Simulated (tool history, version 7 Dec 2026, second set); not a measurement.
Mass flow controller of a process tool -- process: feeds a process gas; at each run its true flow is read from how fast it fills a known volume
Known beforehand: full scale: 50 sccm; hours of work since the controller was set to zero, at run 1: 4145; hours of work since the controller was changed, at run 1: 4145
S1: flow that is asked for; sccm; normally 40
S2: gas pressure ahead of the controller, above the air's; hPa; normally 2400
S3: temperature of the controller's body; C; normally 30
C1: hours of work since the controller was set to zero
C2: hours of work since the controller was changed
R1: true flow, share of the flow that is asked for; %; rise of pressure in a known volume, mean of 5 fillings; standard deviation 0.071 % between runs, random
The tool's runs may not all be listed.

{"run": 1, "hour": 0.0, "S1": 40, "S2": 2400, "S3": 30, "C1": 4145, "C2": 4145, "R1": 99.92}
{"run": 2, "hour": 113.3, "S1": 40, "S2": 2400, "S3": 30, "C1": 4211, "C2": 4211, "R1": 99.93}
{"run": 3, "hour": 283.0, "S1": 40, "S2": 2250, "S3": 30, "C1": 4310, "C2": 4310, "R1": 100.2}
{"run": 4, "hour": 447.1, "S1": 40, "S2": 2250, "S3": 30, "C1": 4405, "C2": 4405, "R1": 100.04}
{"run": 5, "hour": 545.6, "S1": 40, "S2": 2250, "S3": 30, "C1": 4463, "C2": 4463, "R1": 100.03}
{"run": 6, "hour": 683.8, "S1": 40, "S2": 2400, "S3": 30, "C1": 4543, "C2": 4543, "R1": 99.99}
{"run": 7, "hour": 825.7, "S1": 40, "S2": 2400, "S3": 30, "C1": 4626, "C2": 4626, "R1": 100.06}
{"run": 8, "hour": 992.9, "S1": 40, "S2": 2400, "S3": 30, "C1": 4723, "C2": 4723, "R1": 100.03}
{"run": 9, "hour": 1193.5, "S1": 40, "S2": 1450, "S3": 30, "C1": 4840, "C2": 4840, "R1": 100.63}
{"run": 10, "hour": 1375.4, "S1": 8, "S2": 2400, "S3": 30, "C1": 4946, "C2": 4946, "R1": 103.44}
{"run": 11, "hour": 1515.7, "S1": 8, "S2": 2400, "S3": 30, "C1": 5028, "C2": 5028, "R1": 103.52}
{"hour": 1528.1, "done": "controller's zero set anew"}
{"run": 12, "hour": 1648.4, "S1": 43, "S2": 1500, "S3": 28, "C1": 70, "C2": 5105, "R1": 101.26}
{"run": 13, "hour": 1842.6, "S1": 43, "S2": 1500, "S3": 28, "C1": 183, "C2": 5218, "R1": 101.14}
{"run": 14, "hour": 2026.4, "S1": 6, "S2": 1970, "S3": 30, "C1": 290, "C2": 5325, "R1": 110.51}
{"run": 15, "hour": 2196.5, "S1": 6, "S2": 1970, "S3": 30, "C1": 389, "C2": 5424, "R1": 110.44}
{"run": 16, "hour": 2391.8, "S1": 47, "S2": 1760, "S3": 30, "C1": 503, "C2": 5537, "R1": 101.08}
{"hour": 2408.1, "done": "controller's zero set anew, once more"}
{"run": 17, "hour": 2560.6, "S1": 7, "S2": 2030, "S3": 22, "C1": 89, "C2": 5635, "R1": 98.23}
{"run": 18, "hour": 2756.1, "S1": 5, "S2": 2360, "S3": 35, "C1": 203, "C2": 5749, "R1": 99.36}
{"run": 19, "hour": 2839.6, "S1": 24, "S2": 2360, "S3": 35, "C1": 251, "C2": 5798, "R1": 99.29}

The same runs without the tool's hidden state, with the same run-to-run variation:
What the log doesn't record here: flow at rest that the sensor doesn't see, % of full scale; true flow over the shown one, %; drift of the gauge itself on true_pct, %.
run=1 R1=99.87
run=2 R1=99.88
run=3 R1=100.14
run=4 R1=99.98
run=5 R1=99.97
run=6 R1=99.93
run=7 R1=99.99
run=8 R1=99.96
run=9 R1=100.56
run=10 R1=99.24
run=11 R1=99.24
run=12 R1=100.64
run=13 R1=100.51
run=14 R1=99.69
run=15 R1=99.51
run=16 R1=100.59
run=17 R1=98.91
run=18 R1=99.70
run=19 R1=100.22
